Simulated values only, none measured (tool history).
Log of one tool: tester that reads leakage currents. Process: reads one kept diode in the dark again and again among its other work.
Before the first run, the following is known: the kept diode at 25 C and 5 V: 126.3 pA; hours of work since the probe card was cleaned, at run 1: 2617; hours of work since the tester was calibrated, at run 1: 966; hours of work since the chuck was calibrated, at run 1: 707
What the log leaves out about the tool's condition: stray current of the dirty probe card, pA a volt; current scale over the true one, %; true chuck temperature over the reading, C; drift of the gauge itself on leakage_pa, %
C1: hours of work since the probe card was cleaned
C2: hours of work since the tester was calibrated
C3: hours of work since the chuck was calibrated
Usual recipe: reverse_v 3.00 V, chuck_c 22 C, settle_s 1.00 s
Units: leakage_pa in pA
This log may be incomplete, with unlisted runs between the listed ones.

{"run": 1, "hour": 0.0, "reverse_v": 3.0, "chuck_c": 22, "settle_s": 1.0, "C1": 2617, "C2": 966, "C3": 707, "leakage_pa": 88.38}
{"run": 2, "hour": 70.2, "reverse_v": 1.39, "chuck_c": 22, "settle_s": 1.0, "C1": 2663, "C2": 1011, "C3": 753, "leakage_pa": 62.65}
{"run": 3, "hour": 166.2, "reverse_v": 3.0, "chuck_c": 22, "settle_s": 7.18, "C1": 2726, "C2": 1074, "C3": 815, "leakage_pa": 88.99}
{"run": 4, "hour": 228.4, "reverse_v": 3.0, "chuck_c": 44, "settle_s": 1.0, "C1": 2766, "C2": 1114, "C3": 856, "leakage_pa": 644.94}
{"run": 5, "hour": 299.4, "reverse_v": 3.0, "chuck_c": 44, "settle_s": 1.0, "C1": 2813, "C2": 1161, "C3": 902, "leakage_pa": 642.71}
{"run": 6, "hour": 393.3, "reverse_v": 3.0, "chuck_c": 44, "settle_s": 1.0, "C1": 2874, "C2": 1222, "C3": 963, "leakage_pa": 651.54}
{"run": 7, "hour": 476.8, "reverse_v": 3.0, "chuck_c": 44, "settle_s": 1.0, "C1": 2928, "C2": 1276, "C3": 1018, "leakage_pa": 655.98}
{"hour": 516.6, "done": "chuck's temperature calibrated"}
{"run": 8, "hour": 560.0, "reverse_v": 3.0, "chuck_c": 30, "settle_s": 1.0, "C1": 2981, "C2": 1329, "C3": 28, "leakage_pa": 170.11}
{"run": 9, "hour": 653.0, "reverse_v": 3.0, "chuck_c": 22, "settle_s": 1.0, "C1": 3042, "C2": 1390, "C3": 89, "leakage_pa": 83.02}
{"run": 10, "hour": 755.7, "reverse_v": 3.0, "chuck_c": 22, "settle_s": 1.0, "C1": 3109, "C2": 1457, "C3": 156, "leakage_pa": 83.82}
{"run": 11, "hour": 852.0, "reverse_v": 3.0, "chuck_c": 22, "settle_s": 1.0, "C1": 3172, "C2": 1520, "C3": 219, "leakage_pa": 84.6}
{"run": 12, "hour": 956.6, "reverse_v": 3.0, "chuck_c": 22, "settle_s": 1.0, "C1": 3240, "C2": 1588, "C3": 287, "leakage_pa": 85.48}
{"run": 13, "hour": 1018.1, "reverse_v": 3.0, "chuck_c": 22, "settle_s": 0.38, "C1": 3280, "C2": 1628, "C3": 327, "leakage_pa": 86.87}
{"run": 14, "hour": 1111.5, "reverse_v": 3.0, "chuck_c": 22, "settle_s": 0.38, "C1": 3341, "C2": 1689, "C3": 388, "leakage_pa": 87.9}
{"run": 15, "hour": 1164.3, "reverse_v": 3.0, "chuck_c": 22, "settle_s": 1.0, "C1": 3375, "C2": 1723, "C3": 422, "leakage_pa": 86.83}
{"run": 16, "hour": 1262.9, "reverse_v": 3.0, "chuck_c": 22, "settle_s": 2.05, "C1": 3439, "C2": 1788, "C3": 487, "leakage_pa": 87.29}
{"run": 17, "hour": 1367.6, "reverse_v": 3.0, "chuck_c": 22, "settle_s": 2.05, "C1": 3508, "C2": 1856, "C3": 555, "leakage_pa": 88.17}
{"hour": 1389.0, "done": "probe card cleaned and baked"}
{"run": 18, "hour": 1442.8, "reverse_v": 3.0, "chuck_c": 22, "settle_s": 2.05, "C1": 35, "C2": 1903, "C3": 602, "leakage_pa": 81.78}
{"run": 19, "hour": 1520.7, "reverse_v": 8.48, "chuck_c": 22, "settle_s": 0.32, "C1": 86, "C2": 1954, "C3": 653, "leakage_pa": 133.03}
{"run": 20, "hour": 1594.1, "reverse_v": 3.0, "chuck_c": 43, "settle_s": 1.62, "C1": 134, "C2": 2002, "C3": 701, "leakage_pa": 573.47}
{"run": 21, "hour": 1669.3, "reverse_v": 7.2, "chuck_c": 38, "settle_s": 1.62, "C1": 183, "C2": 2051, "C3": 750, "leakage_pa": 538.18}
{"run": 22, "hour": 1732.2, "reverse_v": 5.44, "chuck_c": 33, "settle_s": 1.16, "C1": 224, "C2": 2092, "C3": 791, "leakage_pa": 305.56}
{"run": 23, "hour": 1830.4, "reverse_v": 8.6, "chuck_c": 37, "settle_s": 2.08, "C1": 288, "C2": 2156, "C3": 855, "leakage_pa": 534.69}
{"run": 24, "hour": 1886.3, "reverse_v": 10.55, "chuck_c": 23, "settle_s": 2.26, "C1": 324, "C2": 2192, "C3": 891, "leakage_pa": 160.07}
{"run": 25, "hour": 1945.0, "reverse_v": 10.55, "chuck_c": 23, "settle_s": 2.26, "C1": 363, "C2": 2230, "C3": 929, "leakage_pa": 160.99}
{"run": 26, "hour": 1996.1, "reverse_v": 10.55, "chuck_c": 23, "settle_s": 2.26, "C1": 396, "C2": 2264, "C3": 963, "leakage_pa": 162.67}
{"run": 27, "hour": 2103.0, "reverse_v": 2.08, "chuck_c": 22, "settle_s": 3.08, "C1": 466, "C2": 2333, "C3": 1032, "leakage_pa": 74.63}
{"hour": 2121.8, "done": "chuck's temperature calibrated"}
{"run": 28, "hour": 2199.9, "reverse_v": 2.9, "chuck_c": 51, "settle_s": 0.44, "C1": 527, "C2": 2395, "C3": 51, "leakage_pa": 1057.48}
{"run": 29, "hour": 2302.9, "reverse_v": 10.81, "chuck_c": 22, "settle_s": 4.16, "C1": 595, "C2": 2462, "C3": 118, "leakage_pa": 137.93}
{"run": 30, "hour": 2373.0, "reverse_v": 3.69, "chuck_c": 28, "settle_s": 2.19, "C1": 640, "C2": 2508, "C3": 164, "leakage_pa": 155.02}
{"run": 31, "hour": 2422.2, "reverse_v": 3.69, "chuck_c": 28, "settle_s": 2.19, "C1": 672, "C2": 2540, "C3": 196, "leakage_pa": 156.04}
{"run": 32, "hour": 2528.7, "reverse_v": 6.96, "chuck_c": 27, "settle_s": 2.4, "C1": 742, "C2": 2610, "C3": 265, "leakage_pa": 187.97}
{"run": 33, "hour": 2644.5, "reverse_v": 3.98, "chuck_c": 22, "settle_s": 1.0, "C1": 817, "C2": 2685, "C3": 341, "leakage_pa": 93.5}

Hidden state at the last listed run before each entry between runs and at the first one after, where it differs:
In the gap between runs 7 and 8: chuck's temperature calibrated (hour 516.6)
  stray current of the dirty probe card, pA a volt: 2.062 -> 2.098; current scale over the true one, %: 0.39 -> 0.41; true chuck temperature over the reading, C: 1.13 -> -0.15
  what was measured, less what the result would be without the hidden state, leakage_pa: +68.52 -> +4.66 pA
In the gap between runs 17 and 18: probe card cleaned and baked (hour 1389.0)
  stray current of the dirty probe card, pA a volt: 2.446 -> 0.046; current scale over the true one, %: 0.6 -> 0.61; true chuck temperature over the reading, C: 0.52 -> 0.58
  what was measured, less what the result would be without the hidden state, leakage_pa: +11.80 -> +5.07 pA
In the gap between runs 27 and 28: chuck's temperature calibrated (hour 2121.8)
  stray current of the dirty probe card, pA a volt: 0.335 -> 0.374; current scale over the true one, %: 0.77 -> 0.78; true chuck temperature over the reading, C: 1.12 -> 0.09
  what was measured, less what the result would be without the hidden state, leakage_pa: +8.91 -> +17.41 pA
